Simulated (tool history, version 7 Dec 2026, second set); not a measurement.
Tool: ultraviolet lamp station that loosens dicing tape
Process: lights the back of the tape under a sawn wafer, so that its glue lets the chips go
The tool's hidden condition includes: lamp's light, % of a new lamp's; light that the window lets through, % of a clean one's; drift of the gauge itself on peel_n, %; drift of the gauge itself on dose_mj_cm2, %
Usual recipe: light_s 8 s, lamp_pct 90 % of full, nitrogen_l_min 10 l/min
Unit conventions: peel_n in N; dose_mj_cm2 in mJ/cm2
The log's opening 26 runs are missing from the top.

| run | hour | light_s | lamp_pct | nitrogen_l_min | hours of work of the lamp | hours of work since the window was cleaned | peel_n | dose_mj_cm2 |
|---|---|---|---|---|---|---|---|---|
| 27 | 1270.2 | 8 | 79 | 4 | 165 | 361 | 1.078 | 234 |
| 28 | 1339.1 | 15 | 61 | 4 | 211 | 408 | 0.540 | 326 |
| 29 | 1387.9 | 15 | 99 | 8 | 244 | 441 | 0.129 | 516 |
| 30 | 1428.2 | 15 | 99 | 8 | 271 | 468 | 0.122 | 506 |
| 31 | 1488.3 | 15 | 99 | 8 | 312 | 508 | 0.125 | 491 |
| 32 | 1516.5 | 15 | 78 | 4 | 331 | 527 | 0.377 | 387 |
| 33 | 1562.9 | 15 | 91 | 17 | 362 | 559 | 0.120 | 443 |
| 34 | 1632.3 | 7 | 81 | 19 | 409 | 605 | 0.766 | 181 |
|  | 1691.9 | window cleaned of glue's vapour |
| 35 | 1691.9 | 7 | 78 | 11 | 449 | 0 | 0.765 | 201 |
| 36 | 1721.1 | 8 | 90 | 7 | 468 | 20 | 0.590 | 263 |

Below are 3 alternative next runs, each starting from the tool's condition after run 36. Predict each:
| A | 1785.3 | 4 | 79 | 7 | 512 | 63 | ? | ? |
| B | 1785.3 | 13 | 94 | 8 | 512 | 63 | ? | ? |
| C | 1785.3 | 10 | 72 | 6 | 512 | 63 | ? | ? |

| run | peel_n | dose_mj_cm2 |
|---|---|---|
| A | 2.143 | 110 |
| B | 0.167 | 432 |
| C | 0.684 | 252 |
Take away the tool's hidden state, keep each run's random variation, and the runs would have read:
| run | peel_n | dose_mj_cm2 |
|---|---|---|
| A | 1.768 | 131 |
| B | 0.118 | 515 |
| C | 0.469 | 300 |

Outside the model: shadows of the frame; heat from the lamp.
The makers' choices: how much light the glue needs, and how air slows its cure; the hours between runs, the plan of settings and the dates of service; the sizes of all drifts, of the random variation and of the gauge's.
